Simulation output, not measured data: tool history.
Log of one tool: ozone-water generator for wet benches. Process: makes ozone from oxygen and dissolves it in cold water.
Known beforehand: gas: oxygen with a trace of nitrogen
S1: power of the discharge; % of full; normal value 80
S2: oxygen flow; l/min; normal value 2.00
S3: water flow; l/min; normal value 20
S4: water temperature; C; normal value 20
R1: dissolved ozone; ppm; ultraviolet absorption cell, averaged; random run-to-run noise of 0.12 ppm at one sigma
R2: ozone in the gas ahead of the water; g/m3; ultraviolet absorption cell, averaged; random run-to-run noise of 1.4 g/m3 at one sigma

{"run": 1, "hour": 0.0, "S1": 80, "S2": 2.0, "S3": 20, "S4": 20, "R1": 9.8, "R2": 253.7}
{"run": 2, "hour": 15.3, "S1": 80, "S2": 2.0, "S3": 19, "S4": 20, "R1": 10.4, "R2": 253.7}
{"run": 3, "hour": 29.3, "S1": 80, "S2": 2.0, "S3": 19, "S4": 20, "R1": 10.6, "R2": 254.0}
{"run": 4, "hour": 49.3, "S1": 80, "S2": 1.29, "S3": 20, "S4": 20, "R1": 9.2, "R2": 339.7}
{"run": 5, "hour": 61.5, "S1": 80, "S2": 1.19, "S3": 20, "S4": 20, "R1": 9.2, "R2": 362.6}
{"run": 6, "hour": 88.1, "S1": 80, "S2": 1.19, "S3": 20, "S4": 20, "R1": 9.3, "R2": 358.9}
{"run": 7, "hour": 115.3, "S1": 80, "S2": 1.19, "S3": 20, "S4": 20, "R1": 9.1, "R2": 361.0}
{"run": 8, "hour": 145.2, "S1": 80, "S2": 1.19, "S3": 20, "S4": 20, "R1": 9.2, "R2": 358.1}
{"run": 9, "hour": 168.1, "S1": 80, "S2": 1.19, "S3": 20, "S4": 20, "R1": 9.3, "R2": 362.2}
{"run": 10, "hour": 196.7, "S1": 80, "S2": 1.19, "S3": 20, "S4": 20, "R1": 9.3, "R2": 357.1}
{"run": 11, "hour": 225.2, "S1": 80, "S2": 2.0, "S3": 13, "S4": 20, "R1": 15.3, "R2": 256.1}
{"run": 12, "hour": 244.7, "S1": 80, "S2": 2.0, "S3": 13, "S4": 20, "R1": 15.3, "R2": 252.9}
{"run": 13, "hour": 268.4, "S1": 80, "S2": 2.0, "S3": 13, "S4": 20, "R1": 15.1, "R2": 252.3}
{"run": 14, "hour": 288.6, "S1": 80, "S2": 2.64, "S3": 20, "S4": 20, "R1": 10.0, "R2": 212.3}
{"run": 15, "hour": 305.2, "S1": 80, "S2": 2.64, "S3": 20, "S4": 20, "R1": 9.6, "R2": 212.8}
{"run": 16, "hour": 333.9, "S1": 50, "S2": 2.0, "S3": 20, "S4": 20, "R1": 7.4, "R2": 191.8}
{"run": 17, "hour": 353.4, "S1": 50, "S2": 1.41, "S3": 24, "S4": 23, "R1": 5.6, "R2": 240.7}
{"run": 18, "hour": 373.4, "S1": 80, "S2": 2.0, "S3": 20, "S4": 20, "R1": 9.7, "R2": 251.5}
{"run": 19, "hour": 394.6, "S1": 80, "S2": 1.42, "S3": 20, "S4": 20, "R1": 9.2, "R2": 316.0}

Forecast run 20:
{"run": 20, "hour": 411.1, "S1": 80, "S2": 1.42, "S3": 20, "S4": 20, "R1": "?", "R2": "?"}

{"run 20": {"R1": 9.3, "R2": 319.2}}
Minus the tool's unlogged condition, the same run would have read R1 10.3 ppm, R2 324.1 g/m3.
